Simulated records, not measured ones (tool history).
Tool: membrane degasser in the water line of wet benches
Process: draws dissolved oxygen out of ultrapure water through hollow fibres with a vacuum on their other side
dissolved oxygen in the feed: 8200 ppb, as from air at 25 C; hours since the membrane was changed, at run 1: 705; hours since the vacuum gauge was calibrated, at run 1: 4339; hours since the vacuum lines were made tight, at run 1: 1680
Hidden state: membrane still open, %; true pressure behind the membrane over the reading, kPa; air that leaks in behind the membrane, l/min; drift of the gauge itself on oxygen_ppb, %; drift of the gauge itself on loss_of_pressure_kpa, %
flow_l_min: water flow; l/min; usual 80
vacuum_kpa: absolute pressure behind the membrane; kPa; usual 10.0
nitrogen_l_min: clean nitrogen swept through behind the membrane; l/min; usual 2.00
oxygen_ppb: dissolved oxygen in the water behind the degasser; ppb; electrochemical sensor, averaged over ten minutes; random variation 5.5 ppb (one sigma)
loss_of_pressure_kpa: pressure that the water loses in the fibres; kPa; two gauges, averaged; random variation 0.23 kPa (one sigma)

run,hour,flow_l_min,vacuum_kpa,nitrogen_l_min,hours since the membrane was changed,hours since the vacuum gauge was calibrated,hours since the vacuum lines were made tight,oxygen_ppb,loss_of_pressure_kpa
1,0.0,80,10.0,2.00,705,4339,1680,542.8,58.76
2,119.0,80,10.4,2.00,824,4458,1799,583.3,58.51
3,203.6,80,9.2,2.00,909,4543,1884,485.4,58.75
4,290.7,80,10.0,2.00,996,4630,1971,546.0,58.34
5,355.2,110,10.0,2.00,1061,4694,2035,732.9,80.69
6,406.8,110,10.0,2.00,1112,4746,2087,734.8,81.16
7,514.9,110,10.0,2.00,1220,4854,2195,733.8,80.74
8,577.6,80,17.4,2.00,1283,4916,2257,1034.6,58.78
9,656.0,64,11.5,1.62,1361,4995,2336,620.0,47.24
10,757.3,64,11.5,1.62,1463,5096,2437,631.6,47.09
11,855.6,54,8.7,5.87,1561,5195,2536,124.1,40.18
12,945.5,127,12.4,0.80,1651,5284,2625,1722.8,93.39
13,1016.5,103,23.6,2.94,1722,5355,2696,1299.8,76.00
14,1073.6,71,9.2,2.88,1779,5412,2753,334.0,52.66
15,1188.7,52,9.2,2.88,1894,5528,2869,240.4,38.68

Some steps in loss_of_pressure_kpa between neighbouring runs. How much of each would the tool show without its hidden state too (settings, what came in, random variation), and how much is left for the hidden state, with any gauge scatter that isn't in both results?
Run 11 -> 12: flow_l_min 54 -> 127, vacuum_kpa 8.7 -> 12.4, nitrogen_l_min 5.87 -> 0.80. loss_of_pressure_kpa +53.21 kPa: hidden state +0.43, all else +52.78.
